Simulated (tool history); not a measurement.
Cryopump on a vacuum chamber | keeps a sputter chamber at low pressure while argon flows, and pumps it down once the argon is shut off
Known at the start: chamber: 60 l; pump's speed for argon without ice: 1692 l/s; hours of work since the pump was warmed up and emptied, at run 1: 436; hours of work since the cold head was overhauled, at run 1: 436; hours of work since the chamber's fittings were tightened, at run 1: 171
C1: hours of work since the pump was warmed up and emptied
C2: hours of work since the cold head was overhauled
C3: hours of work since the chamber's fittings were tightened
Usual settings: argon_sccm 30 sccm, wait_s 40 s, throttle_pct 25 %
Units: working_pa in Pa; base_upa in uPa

Run 1, hour 0.0: usual settings; C1 436; C2 436; C3 171. Result: working_pa 0.1253 Pa, base_upa 2.08 uPa.
Run 2, hour 47.1: usual settings; C1 456; C2 456; C3 190. Result: working_pa 0.1247 Pa, base_upa 2.03 uPa.
Run 3, hour 88.7: usual settings; C1 473; C2 473; C3 207. Result: working_pa 0.1253 Pa, base_upa 2.13 uPa.
Run 4, hour 139.2: usual settings but argon_sccm 19 sccm; C1 493; C2 493; C3 228. Result: working_pa 0.0792 Pa, base_upa 1.99 uPa.
Run 5, hour 221.0: usual settings but argon_sccm 47 sccm; C1 527; C2 527; C3 261. Result: working_pa 0.1953 Pa, base_upa 2.02 uPa.
Run 6, hour 289.7: usual settings but argon_sccm 47 sccm; C1 555; C2 555; C3 290. Result: working_pa 0.1970 Pa, base_upa 2.06 uPa.
Run 7, hour 329.2: usual settings but argon_sccm 47 sccm; C1 571; C2 571; C3 306. Result: working_pa 0.1973 Pa, base_upa 2.09 uPa.
Run 8, hour 374.4: usual settings; C1 590; C2 590; C3 324. Result: working_pa 0.1265 Pa, base_upa 2.06 uPa.
Run 9, hour 451.9: usual settings but wait_s 28 s; C1 622; C2 622; C3 356. Result: working_pa 0.1269 Pa, base_upa 2.82 uPa.
Run 10, hour 537.8: usual settings but wait_s 28 s; C1 657; C2 657; C3 391. Result: working_pa 0.1250 Pa, base_upa 2.95 uPa.
Run 11, hour 628.3: usual settings but wait_s 28 s; C1 694; C2 694; C3 429. Result: working_pa 0.1276 Pa, base_upa 2.82 uPa.
Run 12, hour 709.9: usual settings but wait_s 38 s, throttle_pct 17 %; C1 728; C2 728; C3 462. Result: working_pa 0.1820 Pa, base_upa 2.22 uPa.
Run 13, hour 760.9: usual settings but wait_s 122 s, throttle_pct 58 %; C1 748; C2 748; C3 483. Result: working_pa 0.0601 Pa, base_upa 0.97 uPa.
Run 14, hour 804.1: usual settings but argon_sccm 31 sccm, throttle_pct 42 %; C1 766; C2 766; C3 501. Result: working_pa 0.0826 Pa, base_upa 2.21 uPa.
Run 15, hour 851.5: usual settings but argon_sccm 31 sccm, throttle_pct 42 %; C1 786; C2 786; C3 520. Result: working_pa 0.0827 Pa, base_upa 2.23 uPa.
Run 16, hour 911.4: usual settings but argon_sccm 23 sccm, wait_s 24 s, throttle_pct 28 %; C1 810; C2 810; C3 545. Result: working_pa 0.0898 Pa, base_upa 3.36 uPa.
Run 17, hour 1001.5: usual settings but argon_sccm 54 sccm, wait_s 24 s, throttle_pct 54 %; C1 847; C2 847; C3 582. Result: working_pa 0.1171 Pa, base_upa 3.37 uPa.
Run 18, hour 1069.0: usual settings but argon_sccm 54 sccm, wait_s 56 s, throttle_pct 47 %; C1 875; C2 875; C3 609. Result: working_pa 0.1304 Pa, base_upa 1.68 uPa.
Run 19, hour 1112.5: usual settings but argon_sccm 41 sccm; C1 893; C2 893; C3 627. Result: working_pa 0.1767 Pa, base_upa 2.27 uPa.

Forecast each of these 3 alternatives for the next run:
Run A, hour 1156.9: usual settings but argon_sccm 31 sccm, wait_s 66 s; C1 911; C2 911; C3 645. Result: working_pa ?, base_upa ?.
Run B, hour 1156.9: usual settings but argon_sccm 20 sccm, wait_s 79 s, throttle_pct 21 %; C1 911; C2 911; C3 645. Result: working_pa ?, base_upa ?.
Run C, hour 1156.9: usual settings but argon_sccm 60 sccm, wait_s 68 s; C1 911; C2 911; C3 645. Result: working_pa ?, base_upa ?.

run  working_pa  base_upa
  A      0.1340      1.56
  B      0.1015      1.38
  C      0.2595      1.53
Without the tool's hidden state the same runs would have given:
run  working_pa  base_upa
  A      0.1236      1.23
  B      0.0949      1.06
  C      0.2395      1.20

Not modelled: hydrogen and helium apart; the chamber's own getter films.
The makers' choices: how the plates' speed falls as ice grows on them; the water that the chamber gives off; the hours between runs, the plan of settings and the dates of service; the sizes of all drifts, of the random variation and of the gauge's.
